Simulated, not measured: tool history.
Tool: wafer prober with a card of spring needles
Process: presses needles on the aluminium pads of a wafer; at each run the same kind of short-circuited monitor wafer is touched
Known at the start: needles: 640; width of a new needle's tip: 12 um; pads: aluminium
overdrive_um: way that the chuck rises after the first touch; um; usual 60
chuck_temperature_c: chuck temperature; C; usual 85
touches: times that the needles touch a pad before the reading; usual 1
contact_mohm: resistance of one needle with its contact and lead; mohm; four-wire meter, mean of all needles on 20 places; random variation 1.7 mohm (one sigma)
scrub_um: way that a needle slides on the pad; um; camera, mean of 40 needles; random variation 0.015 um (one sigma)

run   hour  overdrive_um  chuck_temperature_c  touches  contact_mohm  scrub_um
  1    0.0            60                   85        1           167      8.72
       9.0  -- tips cleaned on abrasive film
  2   16.2            60                   85        1           169      8.69
      19.3  -- tips cleaned on abrasive film
  3   26.8            60                   85        1           166      8.72
      29.7  -- tips cleaned on abrasive film
      40.2  -- tips cleaned on abrasive film
  4   41.6            60                   85        1           168      8.71
      51.3  -- tips cleaned on abrasive film
      53.8  -- height of the first contact set anew
  5   53.8            60                   85        1           168      8.73
      61.5  -- tips cleaned on abrasive film
  6   66.6            60                   85        1           167      8.72
      71.9  -- tips cleaned on abrasive film
  7   77.0            60                   85        1           166      8.73
      82.3  -- tips cleaned on abrasive film
      93.6  -- tips cleaned on abrasive film
  8   95.9            64                   85        1           168      9.29
     104.2  -- tips cleaned on abrasive film
  9  107.7            64                   85        1           168      9.29
     114.8  -- tips cleaned on abrasive film
 10  119.8            64                   85        1           170      9.29
     126.1  -- tips cleaned on abrasive film
 11  131.4            52                   96        1           173      7.55
     136.2  -- tips cleaned on abrasive film
     146.3  -- tips cleaned on abrasive film
 12  152.9            52                   96        1           172      7.56

The next listed run, before its measurement:
     157.2  -- tips cleaned on abrasive film
     168.8  -- tips cleaned on abrasive film
 13  172.9            43                   45        1             ?         ?

{"run 13": {"contact_mohm": 163, "scrub_um": 6.26}}
Without the tool's hidden state the same run would have given contact_mohm 163 mohm, scrub_um 6.26 um.
